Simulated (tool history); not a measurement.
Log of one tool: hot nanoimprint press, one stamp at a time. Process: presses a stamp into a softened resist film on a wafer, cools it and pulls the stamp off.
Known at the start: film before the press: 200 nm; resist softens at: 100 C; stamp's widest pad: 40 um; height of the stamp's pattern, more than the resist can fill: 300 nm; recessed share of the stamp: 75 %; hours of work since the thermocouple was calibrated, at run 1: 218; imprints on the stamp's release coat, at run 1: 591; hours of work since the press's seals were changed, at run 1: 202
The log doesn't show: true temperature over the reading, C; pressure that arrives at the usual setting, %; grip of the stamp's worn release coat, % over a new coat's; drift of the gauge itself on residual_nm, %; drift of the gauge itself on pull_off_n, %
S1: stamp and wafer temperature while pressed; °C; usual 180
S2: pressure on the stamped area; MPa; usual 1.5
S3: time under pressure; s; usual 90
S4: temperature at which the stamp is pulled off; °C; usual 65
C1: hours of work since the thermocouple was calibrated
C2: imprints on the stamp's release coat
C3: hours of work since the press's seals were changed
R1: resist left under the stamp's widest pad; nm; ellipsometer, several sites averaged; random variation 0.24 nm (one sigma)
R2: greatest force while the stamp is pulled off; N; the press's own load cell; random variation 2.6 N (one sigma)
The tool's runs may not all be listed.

run	hour	S1	S2	S3	S4	C1	C2	C3	R1	R2
1	0	180	1.5	90	65	218	591	202	80.5	126
2	14.9	180	1.5	90	71	227	649	211	80.1	105
3	40.3	180	1.5	90	71	242	748	226	80.6	113
4	54.3	180	1.5	90	65	251	802	235	80.3	123
5	73.7	180	1.5	90	65	262	878	246	80.3	121
6	87.6	180	1.5	90	65	271	932	254	80.5	124
# hour 106.3: plate thermocouple calibrated
7	117.6	180	1.5	90	65	7	1037	271	80.5	128
8	145.3	180	1.5	90	65	23	1145	287	80.6	121
9	171.6	180	1.5	90	65	39	1248	303	80.2	119
10	203.1	180	1.5	90	57	58	1371	322	80.5	146
11	234.2	180	1.5	90	51	77	1492	340	80.8	153
12	257	180	1.5	90	51	90	1581	354	80.7	149
# hour 276: stamp cleaned and given a new release coat
13	282.3	178	1.5	90	51	102	24	366	87.6	149
14	306.9	178	1.5	90	51	117	120	380	87.8	156
15	334.1	180	1.31	90	65	133	226	397	86.3	123
16	358.7	180	1.31	90	65	148	322	411	85.4	119
17	380	177	1.16	142	51	160	405	424	86.4	151
18	399.3	169	1.16	142	51	172	480	436	119.3	153
19	417.9	169	1.16	142	51	183	552	447	119.1	157
20	431.5	169	1.16	142	56	191	605	455	119	142
21	458.3	169	1.16	142	65	207	710	471	119.3	130
22	488.9	182	1.41	48	64	226	829	489	96.7	128
23	503.8	191	1.5	48	52	234	887	498	67.1	147
24	527.7	177	1.75	90	65	249	981	513	85.3	120
25	548.2	177	1.75	90	65	261	1061	525	85.3	122
26	571.6	177	1.75	90	65	275	1152	539	84.9	126
# hour 583.1: plate thermocouple calibrated
27	591.8	172	1.6	61	62	5	1219	549	122.3	132
28	608.1	180	2.02	90	61	15	1282	559	69.7	136
29	627.4	183	2.02	75	61	27	1358	571	66.2	129

Hidden state at the last listed run before each entry between runs and at the first one after, where it differs:
Between runs 6 and 7: plate thermocouple calibrated (hour 106.3)
  grip of the stamp's worn release coat, % over a new coat's: 0.9 -> 1.1
  measured less the result without the state, R2: +1 -> +1 N
Between runs 12 and 13: stamp cleaned and given a new release coat (hour 276)
  grip of the stamp's worn release coat, % over a new coat's: 1.7 -> 0
  measured less the result without the state, R2: +3 -> +0 N
Between runs 26 and 27: plate thermocouple calibrated (hour 583.1)
  true temperature over the reading, C: -0.02 -> 0; grip of the stamp's worn release coat, % over a new coat's: 1.2 -> 1.3
  measured less the result without the state, R2: +2 -> +2 N
